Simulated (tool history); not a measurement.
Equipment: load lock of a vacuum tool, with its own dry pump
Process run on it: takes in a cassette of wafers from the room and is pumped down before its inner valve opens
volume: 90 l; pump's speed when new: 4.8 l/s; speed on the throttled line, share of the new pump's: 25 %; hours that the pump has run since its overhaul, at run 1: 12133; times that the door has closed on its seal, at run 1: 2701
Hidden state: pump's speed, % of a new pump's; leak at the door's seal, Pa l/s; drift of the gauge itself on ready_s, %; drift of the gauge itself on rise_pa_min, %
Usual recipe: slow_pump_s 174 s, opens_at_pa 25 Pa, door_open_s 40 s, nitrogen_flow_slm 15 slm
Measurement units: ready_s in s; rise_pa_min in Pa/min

run,hour,slow_pump_s,opens_at_pa,door_open_s,nitrogen_flow_slm,hours that the pump has run since its overhaul,times that the door has closed on its seal,"incoming humidity of the room's air, %",ready_s,rise_pa_min
1,0,174,25,40,15,12133,2701,43.8,305.7,0.027
2,295.2,174,25,40,15,12428,3725,45.9,309.2,0.03
3,534,174,25,40,10,12667,4554,44.7,308,0.034
4,896.4,213,25,40,10,13029,5812,42.6,333.8,0.034
5,1144.7,213,25,40,10,13278,6673,45.7,336.3,0.041
6,1442.8,213,25,40,10,13576,7708,45.4,333.5,0.05
7,1740.8,213,25,40,10,13874,8742,45.9,337,0.05
8,2160,174,25,73,15,14293,10196,46.8,312.9,0.074
9,2429.8,174,25,40,13,14563,11133,45.4,309.7,0.056
10,2766.8,174,22,40,13,14900,12302,42,310.6,0.066
11,3011.8,311,25,40,15,15145,13152,43.2,404.3,0.066
# hour 3082.2: dry pump taken out, an overhauled one fitted
12,3452.5,174,25,40,15,370,14661,45.5,287.6,0.075
13,3681.9,174,25,40,15,600,15457,45.7,290.3,0.083
14,3936.2,249,25,40,15,854,16339,43.1,344.7,0.092
15,4131.2,249,25,40,15,1049,17016,45.5,345,0.089
16,4348.1,249,25,40,15,1266,17768,46.6,346.9,0.097
17,4750.8,249,25,40,15,1669,19166,47.8,349.4,0.107
18,5067.6,249,25,40,15,1985,20265,45.2,344,0.109
19,5523.5,314,25,40,6,2441,21847,48.2,396.3,0.126
20,5900.4,251,25,40,33,2818,23155,44.4,346.8,0.131
21,6231.6,251,23,40,12,3149,24304,46,351.4,0.14
22,6616.4,251,23,40,12,3534,25640,44.2,350.6,0.15
23,6831.1,251,23,91,12,3749,26385,49.2,352.9,0.177
24,7071.4,251,23,91,12,3989,27218,45.4,349.5,0.183
25,7517.5,218,50,40,15,4435,28767,43.9,310.1,0.174
26,7956.7,218,23,40,13,4875,30291,42.2,326.4,0.188
27,8384.9,186,22,53,35,5303,31776,47.1,305.4,0.197
28,8670.7,186,22,53,35,5589,32768,44.8,306.9,0.204
29,9123.2,174,25,40,19,6041,34339,40.8,295.8,0.211
# hour 9344.6: door's seal changed, seat wiped
30,9380.8,249,25,192,7,6297,125,45.7,352.2,0.103

What does the tool deliver on the next run?
31,9716.4,174,23,41,15,6633,1290,47.6,?,?

ready_s: 298.1 s
rise_pa_min: 0.031 Pa/min
Were there no unlogged condition in the tool, this run, its random variation unchanged, would have produced ready_s 288.2 s, rise_pa_min 0.028 Pa/min.
